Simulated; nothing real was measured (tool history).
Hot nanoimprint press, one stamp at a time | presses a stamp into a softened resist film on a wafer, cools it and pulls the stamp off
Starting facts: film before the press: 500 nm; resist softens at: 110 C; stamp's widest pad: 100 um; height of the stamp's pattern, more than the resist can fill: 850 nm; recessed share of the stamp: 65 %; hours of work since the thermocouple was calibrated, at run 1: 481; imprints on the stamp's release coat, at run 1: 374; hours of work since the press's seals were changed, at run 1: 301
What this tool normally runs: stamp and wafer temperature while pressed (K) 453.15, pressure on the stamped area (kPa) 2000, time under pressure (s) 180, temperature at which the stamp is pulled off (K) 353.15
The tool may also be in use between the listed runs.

run    hour  stamp and wafer temperature while pressed (K)  pressure on the stamped area (kPa)  time under pressure (s)  temperature at which the stamp is pulled off (K)  hours of work since the thermocouple was calibrated  imprints on the stamp's release coat  hours of work since the press's seals were changed  resist left under the stamp's widest pad (nm)  greatest force while the stamp is pulled off (N)
  1       0                                         453.15                                2000                      180                                            353.15                                                  481                                   374                                                 301                                          208.2                                               189
  2    92.2                                         453.15                                2200                      180                                            353.15                                                  535                                   540                                                 355                                          198.9                                               191
      134.7  -- plate thermocouple calibrated
  3   138.9                                         453.15                                2000                      138                                            353.15                                                    2                                   619                                                 380                                          226.6                                               185
  4   196.2                                         453.15                                2400                      180                                            353.15                                                   36                                   722                                                 414                                          187.4                                               191
  5   276.3                                         453.15                                2400                      180                                            353.15                                                   83                                   866                                                 460                                          186.7                                               194
  6   318.9                                         453.15                                2000                      180                                            353.15                                                  108                                   943                                                 485                                          204.9                                               201
      328.3  -- plate thermocouple calibrated, once more
  7   400.3                                         453.15                                2000                      180                                            353.15                                                   42                                  1084                                                 531                                          220.1                                               202
      422.5  -- stamp cleaned and given a new release coat
  8   468.7                                         453.15                                2000                      180                                            353.15                                                   79                                    83                                                 568                                          220.3                                               183
  9   519.3                                         453.15                                2000                      180                                            353.15                                                  108                                   174                                                 597                                          216.6                                               180
 10   585.5                                         463.15                                2000                      180                                            353.15                                                  147                                   293                                                 636                                          130.1                                               185
        615  -- press's hydraulic seals changed and the load cell set to zero
 11   689.6                                         463.15                                2000                      180                                            353.15                                                  203                                   466                                                  44                                          126.4                                               188
 12   755.2                                         463.15                                2000                      180                                            353.15                                                  241                                   584                                                  82                                          127.4                                               194
 13     799                                         463.15                                2000                      180                                            353.15                                                  267                                   663                                                 108                                          124.3                                               194
 14   890.2                                         453.15                                2760                      180                                            343.15                                                  320                                   828                                                 161                                          179.7                                               227
 15   931.6                                         453.15                                2760                      180                                            343.15                                                  344                                   902                                                 185                                          178.2                                               224
 16   980.9                                         453.15                                1660                      180                                            343.15                                                  373                                   991                                                 214                                          228.1                                               232
 17  1030.9                                         457.15                                1660                       92                                            343.15                                                  402                                  1081                                                 243                                          238.2                                               234
     1055.1  -- stamp cleaned and given a new release coat
 18  1114.4                                         457.15                                1660                      105                                            358.15                                                  448                                   107                                                 288                                          225.8                                               161
 19  1165.2                                         451.15                                2510                      333                                            353.15                                                  477                                   198                                                 318                                          161.3                                               184
 20  1222.8                                         451.15                                2510                      333                                            353.15                                                  511                                   302                                                 352                                          162.9                                               187
     1308.1  -- plate thermocouple calibrated
 21  1318.1                                         462.15                                2110                      180                                            354.15                                                    6                                   468                                                 406                                          133.9                                               185
 22  1390.6                                         462.15                                2110                      180                                            354.15                                                   48                                   598                                                 448                                          133.6                                               186
 23  1472.2                                         451.15                                2370                      329                                            343.15                                                   96                                   745                                                 496                                          178.1                                               227

For run 24, what comes out?
 24  1544.9                                         451.15                                1330                      329                                            343.15                                                  138                                   876                                                 538                                              ?                                                 ?

resist left under the stamp's widest pad (nm): 236.5
greatest force while the stamp is pulled off (N): 233
Were there no unlogged condition in the tool, this run, its random variation unchanged, would have produced resist left under the stamp's widest pad (nm) 235.4, greatest force while the stamp is pulled off (N) 213.
